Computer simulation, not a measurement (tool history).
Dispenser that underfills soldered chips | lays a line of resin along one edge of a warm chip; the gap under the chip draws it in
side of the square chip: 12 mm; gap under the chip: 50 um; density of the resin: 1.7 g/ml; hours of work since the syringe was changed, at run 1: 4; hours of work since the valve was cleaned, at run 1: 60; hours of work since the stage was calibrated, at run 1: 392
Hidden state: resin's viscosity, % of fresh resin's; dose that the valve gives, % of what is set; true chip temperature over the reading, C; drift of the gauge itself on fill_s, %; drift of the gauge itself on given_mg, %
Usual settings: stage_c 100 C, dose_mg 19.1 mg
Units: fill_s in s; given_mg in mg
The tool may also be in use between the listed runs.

run,hour,stage_c,dose_mg,hours of work since the syringe was changed,hours of work since the valve was cleaned,hours of work since the stage was calibrated,fill_s,given_mg
1,0.0,100,19.1,4,60,392,238.5,18.55
# hour 5.0: new syringe of resin
2,6.2,100,19.1,1,64,397,176.1,18.48
3,14.8,100,19.1,8,71,404,322.2,18.53
# hour 16.0: new syringe of resin
4,20.2,100,23.0,3,75,408,217.6,22.18
# hour 26.6: new syringe of resin
# hour 31.8: dispensing valve cleaned and set on the balance
5,32.1,100,23.0,4,0,416,215.9,23.00
# hour 38.2: new syringe of resin
6,44.8,100,23.0,5,10,425,254.5,22.88
# hour 49.0: new syringe of resin
7,55.3,113,19.1,5,18,433,170.8,18.95
# hour 59.4: new syringe of resin
8,67.4,113,24.4,6,27,442,190.2,24.10

Run 9 comes next. What will it give?
# hour 70.5: new syringe of resin
9,78.1,103,17.6,6,35,450,?,?

Run 9 gave fill_s 260.1 s, given_mg 17.35 mg.
Without the tool's hidden state the same run would have given fill_s 134.6 s, given_mg 17.65 mg.
